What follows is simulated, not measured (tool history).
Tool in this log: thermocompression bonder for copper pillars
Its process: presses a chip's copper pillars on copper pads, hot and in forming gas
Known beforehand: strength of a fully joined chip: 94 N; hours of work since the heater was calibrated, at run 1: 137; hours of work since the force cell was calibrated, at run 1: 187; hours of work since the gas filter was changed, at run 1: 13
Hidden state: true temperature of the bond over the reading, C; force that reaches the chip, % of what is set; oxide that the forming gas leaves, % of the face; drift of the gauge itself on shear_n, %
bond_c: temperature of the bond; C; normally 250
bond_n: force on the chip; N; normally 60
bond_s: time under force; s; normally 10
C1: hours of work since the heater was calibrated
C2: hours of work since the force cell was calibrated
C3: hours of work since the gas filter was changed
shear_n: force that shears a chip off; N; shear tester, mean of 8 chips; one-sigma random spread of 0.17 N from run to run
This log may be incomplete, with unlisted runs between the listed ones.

Run 1, hour 0: usual settings; C1 137; C2 187; C3 13. Result: shear_n 38.3 N.
Run 2, hour 79.5: usual settings; C1 176; C2 226; C3 52. Result: shear_n 38.3 N.
Run 3, hour 134.9: usual settings; C1 203; C2 253; C3 79. Result: shear_n 38.7 N.
Run 4, hour 169.9: usual settings; C1 220; C2 270; C3 96. Result: shear_n 38.4 N.
Run 5, hour 241: usual settings; C1 255; C2 304; C3 131. Result: shear_n 38.3 N.
Run 6, hour 309.1: usual settings; C1 288; C2 338; C3 164. Result: shear_n 38.4 N.
Run 7, hour 379.2: usual settings; C1 322; C2 372; C3 198. Result: shear_n 38.7 N.
Run 8, hour 435.4: usual settings; C1 349; C2 399; C3 225. Result: shear_n 38.4 N.
Run 9, hour 470.7: usual settings but bond_c 277 C, bond_n 71 N; C1 366; C2 416; C3 243. Result: shear_n 63.5 N.
Run 10, hour 549.5: usual settings but bond_c 254 C, bond_n 36 N, bond_s 9 s; C1 405; C2 455; C3 281. Result: shear_n 24.1 N.
Run 11, hour 594.2: usual settings but bond_c 265 C, bond_n 55 N, bond_s 14 s; C1 427; C2 476; C3 303. Result: shear_n 50.7 N.
Run 12, hour 664.3: usual settings but bond_c 267 C, bond_n 83 N, bond_s 14 s; C1 461; C2 511; C3 337. Result: shear_n 68.6 N.
Run 13, hour 724.8: usual settings but bond_c 234 C, bond_n 51 N, bond_s 7 s; C1 490; C2 540; C3 366. Result: shear_n 21.1 N.
Run 14, hour 804: usual settings but bond_c 267 C, bond_n 80 N, bond_s 18 s; C1 529; C2 579; C3 405. Result: shear_n 71.4 N.
Run 15, hour 880: usual settings but bond_c 262 C, bond_n 80 N, bond_s 18 s; C1 566; C2 616; C3 442. Result: shear_n 68 N.

Predict each of these 5 candidate next runs independently; none follows another, all start after run 15:
Run A, hour 919.5: usual settings but bond_c 252 C, bond_n 80 N, bond_s 29 s; C1 585; C2 635; C3 461. Result: shear_n ?.
Run B, hour 919.5: usual settings but bond_c 220 C, bond_n 75 N, bond_s 11 s; C1 585; C2 635; C3 461. Result: shear_n ?.
Run C, hour 919.5: usual settings but bond_c 263 C, bond_n 74 N, bond_s 7 s; C1 585; C2 635; C3 461. Result: shear_n ?.
Run D, hour 919.5: usual settings but bond_c 262 C, bond_n 56 N, bond_s 6 s; C1 585; C2 635; C3 461. Result: shear_n ?.
Run E, hour 919.5: usual settings but bond_s 23 s; C1 585; C2 635; C3 461. Result: shear_n ?.

run  shear_n
  A     68.9
  B     28.2
  C     49.5
  D     36.1
  E     51.7
With no hidden state in the tool, these same runs would have given:
run  shear_n
  A       69
  B     28.2
  C     49.5
  D     36.1
  E     51.7
